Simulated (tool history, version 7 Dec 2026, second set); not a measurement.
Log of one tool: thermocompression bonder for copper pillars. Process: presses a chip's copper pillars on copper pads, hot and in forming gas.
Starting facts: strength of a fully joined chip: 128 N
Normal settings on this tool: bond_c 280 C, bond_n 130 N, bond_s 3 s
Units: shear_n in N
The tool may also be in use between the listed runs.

Run 1, day 0.000: usual settings. Result: shear_n 41.1 N.
Run 2, day 1.646: usual settings. Result: shear_n 41.4 N.
Run 3, day 2.667: usual settings. Result: shear_n 41.3 N.
Run 4, day 4.675: usual settings but bond_c 283 C. Result: shear_n 43.1 N.
Run 5, day 5.583: usual settings but bond_c 283 C. Result: shear_n 43.3 N.
Run 6, day 7.217: usual settings but bond_c 283 C. Result: shear_n 41.1 N.
At day 7.579: forming gas filter changed.
Run 7, day 9.108: usual settings but bond_c 283 C. Result: shear_n 46.3 N.
Run 8, day 10.842: usual settings but bond_c 283 C. Result: shear_n 46.6 N.
Run 9, day 11.792: usual settings but bond_c 283 C. Result: shear_n 45.3 N.
Run 10, day 12.829: usual settings. Result: shear_n 43.5 N.
Run 11, day 13.925: usual settings. Result: shear_n 43.1 N.
Run 12, day 14.996: usual settings. Result: shear_n 44.5 N.
Run 13, day 16.242: usual settings. Result: shear_n 43.7 N.
Run 14, day 17.725: usual settings. Result: shear_n 42.7 N.
Run 15, day 19.446: usual settings. Result: shear_n 42.1 N.
Run 16, day 21.658: usual settings. Result: shear_n 41.9 N.
Run 17, day 23.196: usual settings. Result: shear_n 42.5 N.
Run 18, day 24.729: usual settings but bond_c 257 C. Result: shear_n 28.4 N.
Run 19, day 26.538: usual settings but bond_c 263 C. Result: shear_n 31.6 N.
Run 20, day 28.262: usual settings. Result: shear_n 41.1 N.
Run 21, day 29.200: usual settings but bond_n 149 N, bond_s 2 s. Result: shear_n 39.0 N.
Run 22, day 31.142: usual settings but bond_n 149 N, bond_s 2 s. Result: shear_n 38.2 N.
Run 23, day 32.079: usual settings but bond_n 149 N, bond_s 2 s. Result: shear_n 37.6 N.
Run 24, day 33.817: usual settings but bond_n 139 N, bond_s 4 s. Result: shear_n 47.8 N.
Run 25, day 36.008: usual settings but bond_c 271 C, bond_s 2 s. Result: shear_n 29.7 N.
Run 26, day 38.217: usual settings but bond_c 308 C, bond_n 155 N, bond_s 8 s. Result: shear_n 86.9 N.
Run 27, day 40.350: usual settings but bond_c 308 C, bond_n 97 N, bond_s 4 s. Result: shear_n 59.3 N.
Run 28, day 41.329: usual settings but bond_c 279 C, bond_n 135 N. Result: shear_n 39.7 N.
Run 29, day 43.142: usual settings but bond_c 264 C, bond_n 135 N, bond_s 2 s. Result: shear_n 26.5 N.
Run 30, day 44.212: usual settings but bond_n 149 N, bond_s 2 s. Result: shear_n 36.7 N.
Run 31, day 45.667: usual settings but bond_n 172 N, bond_s 5 s. Result: shear_n 55.6 N.
Run 32, day 46.775: usual settings but bond_n 172 N, bond_s 5 s. Result: shear_n 56.1 N.
Run 33, day 48.604: usual settings but bond_c 308 C, bond_n 160 N. Result: shear_n 64.1 N.
Run 34, day 50.121: usual settings but bond_c 308 C, bond_n 189 N, bond_s 2 s. Result: shear_n 60.3 N.
Run 35, day 51.662: usual settings but bond_c 308 C, bond_n 189 N, bond_s 2 s. Result: shear_n 59.5 N.
At day 53.100: forming gas filter changed.
Run 36, day 53.125: usual settings but bond_c 293 C, bond_n 189 N, bond_s 2 s. Result: shear_n 53.2 N.
Run 37, day 54.838: usual settings but bond_c 299 C, bond_n 99 N, bond_s 2 s. Result: shear_n 41.1 N.
Run 38, day 56.346: usual settings but bond_c 307 C, bond_n 102 N, bond_s 2 s. Result: shear_n 46.5 N.
Run 39, day 57.596: usual settings but bond_c 307 C, bond_n 142 N, bond_s 8 s. Result: shear_n 85.3 N.

A few steps of shear_n between consecutive runs. Split each: what settings, incoming material and random variation would produce without the hidden state, and what is left over for the hidden state, along with gauge scatter present in only one of the two compared results (measured, and without hidden state):
Hidden state at play: true temperature of the bond over the reading, C; force that reaches the chip, % of what is set; oxide that the forming gas leaves, % of the face; drift of the gauge itself on shear_n, %.
Run 6 -> 7: forming gas filter changed. shear_n +5.2 N: hidden state +2.9, all else +2.3.
Run 25 -> 26: bond_c 271 -> 308, bond_n 130 -> 155, bond_s 2 -> 8. shear_n +57.2 N: hidden state -3.6, all else +60.8.
Run 26 -> 27: bond_n 155 -> 97, bond_s 8 -> 4. shear_n -27.6 N: hidden state +1.0, all else -28.6.
Run 35 -> 36: bond_c 308 -> 293, forming gas filter changed. shear_n -6.3 N: hidden state +4.2, all else -10.5.
Run 38 -> 39: bond_n 102 -> 142, bond_s 2 -> 8. shear_n +38.8 N: hidden state -1.1, all else +39.9.

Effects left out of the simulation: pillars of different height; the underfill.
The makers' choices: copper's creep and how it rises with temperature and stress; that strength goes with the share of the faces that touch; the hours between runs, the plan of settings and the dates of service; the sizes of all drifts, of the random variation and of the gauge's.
